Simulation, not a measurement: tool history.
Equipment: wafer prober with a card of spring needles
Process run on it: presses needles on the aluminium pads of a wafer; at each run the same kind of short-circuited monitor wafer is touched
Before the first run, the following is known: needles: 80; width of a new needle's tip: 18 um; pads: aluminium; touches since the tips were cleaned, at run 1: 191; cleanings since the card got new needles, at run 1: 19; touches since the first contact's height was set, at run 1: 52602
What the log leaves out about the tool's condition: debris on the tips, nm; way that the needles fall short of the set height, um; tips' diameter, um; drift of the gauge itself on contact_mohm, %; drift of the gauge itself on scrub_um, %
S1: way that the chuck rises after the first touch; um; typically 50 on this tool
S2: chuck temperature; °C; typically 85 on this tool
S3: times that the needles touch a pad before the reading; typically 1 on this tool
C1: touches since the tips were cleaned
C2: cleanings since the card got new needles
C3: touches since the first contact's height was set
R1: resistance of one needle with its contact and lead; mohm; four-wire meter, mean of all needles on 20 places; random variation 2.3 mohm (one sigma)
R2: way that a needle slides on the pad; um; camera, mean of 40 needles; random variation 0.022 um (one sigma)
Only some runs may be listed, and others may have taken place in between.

run  hour  S1  S2  S3    C1  C2     C3   R1     R2
  1     0  50  85   1   191  19  52602  267  11.59
  2   4.9  50  85   1  1676  19  54087  269  11.59
      7.9  -- tips cleaned on abrasive film
     16.1  -- tips cleaned on abrasive film
  3  16.1  50  85   1     0  21  57396  270  11.63
  4  20.7  50  53   1  1379  21  58775  255  11.64
     24.5  -- tips cleaned on abrasive film
  5  27.6  50  31   1   951  22  60831  252  11.66
     32.7  -- tips cleaned on abrasive film
  6  35.2  50  31   1   751  23  63074  249  11.68
       41  -- tips cleaned on abrasive film
  7    41  50  31   1     0  24  64802  253  11.65
     49.4  -- tips cleaned on abrasive film
  8  52.2  50  85   1   844  25  68135  266  11.68
     55.3  -- height of the first contact set anew
  9  57.7  50  85   1  2411  25    737  272  11.74
     58.5  -- tips cleaned on abrasive film
 10    64  56  28   1  1670  26   2607  251  13.12
     66.7  -- tips cleaned on abrasive film
 11  74.3  62  72   1  2293  27   5681  264   14.5
       75  -- tips cleaned on abrasive film
     83.4  -- tips cleaned on abrasive film
 12  85.1  56  27   2   519  29   8862  248  13.16
     91.8  -- tips cleaned on abrasive film
 13  94.5  56  27   2   815  30  11648  254  13.19
 14  99.7  56  27   2  2404  30  13237  248   13.2
     100.8  -- tips cleaned on abrasive film
 15   108  50  42   1  2160  31  15685  254  11.81
     109.5  -- tips cleaned on abrasive film
 16   115  50  42   1  1642  32  17768  258  11.79

Forecast run 17:
     118.3  -- tips cleaned on abrasive film
 17  119.7  50  42   1  403  33  19150   ?   ?

For run 17 the tool returned R1 254 mohm, R2 11.83 um.
Had the tool carried no hidden state, the very same run would have given R1 254 mohm, R2 11.62 um.

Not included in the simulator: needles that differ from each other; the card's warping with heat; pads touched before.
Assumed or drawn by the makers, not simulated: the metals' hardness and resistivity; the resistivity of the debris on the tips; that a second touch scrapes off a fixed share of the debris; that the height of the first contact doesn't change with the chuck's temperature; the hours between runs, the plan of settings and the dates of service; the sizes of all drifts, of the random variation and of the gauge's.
